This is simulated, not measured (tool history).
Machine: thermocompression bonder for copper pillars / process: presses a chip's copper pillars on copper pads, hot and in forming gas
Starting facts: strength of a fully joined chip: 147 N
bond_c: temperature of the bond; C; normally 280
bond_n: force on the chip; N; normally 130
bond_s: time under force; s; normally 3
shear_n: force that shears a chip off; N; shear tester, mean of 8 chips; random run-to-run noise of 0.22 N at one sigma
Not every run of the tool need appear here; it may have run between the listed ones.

run	hour	bond_c	bond_n	bond_s	shear_n
1	0	280	130	3	53.3
2	4.2	280	130	3	53.1
3	9.5	280	130	3	53.1
4	16	280	130	3	53.7
5	24.1	280	130	3	53.3
6	32	280	80	3	33.5
7	37.9	280	80	3	33.2
8	46.4	280	130	2	45.3
9	52.4	280	130	2	45.7
10	60.4	280	130	3	53.5
11	70	280	130	4	59.7
12	79.8	280	130	4	59.5
13	84	280	130	4	59.9
14	89.6	280	130	3	53.4
15	99.2	280	130	3	53.2
16	104.7	271	130	3	45.7
17	111	280	142	3	57.8
18	116.8	281	130	3	53.8
19	122.4	281	130	3	54.3
20	127.7	281	130	3	54.2
21	133.2	281	130	3	54.2
22	138.7	287	185	3	79.1
23	145.8	304	130	3	74.9
24	153.3	280	130	2	45.1
25	161.1	255	130	9	54
26	165.4	253	114	3	29
27	170.1	253	114	3	28.9
28	176.2	253	140	3	35.5
29	181	280	81	2	28.4
30	188.5	280	81	2	28.2
31	197.6	294	145	5	85
32	204.9	280	79	2	27.7
33	211.2	280	79	2	27.6
34	219	271	189	3	64.3
35	225.7	280	137	3	55.7
36	235.6	272	137	4	54.8
37	245.7	285	81	2	30.8
38	252.8	280	130	6	69.4
39	257	255	151	6	53.1
40	262.7	255	131	6	46.2
41	272.4	255	131	6	46.1

3 ways to go on from here, each from the tool as it stands after run 41. What would each give?
A	279.9	280	130	6	?
B	279.9	255	88	3	?
C	279.9	252	83	3	?

run	shear_n
A	69.1
B	22.6
C	20
With the hidden condition removed and each run's random variation left untouched, the same runs would have given:
run	shear_n
A	69.2
B	22.7
C	20
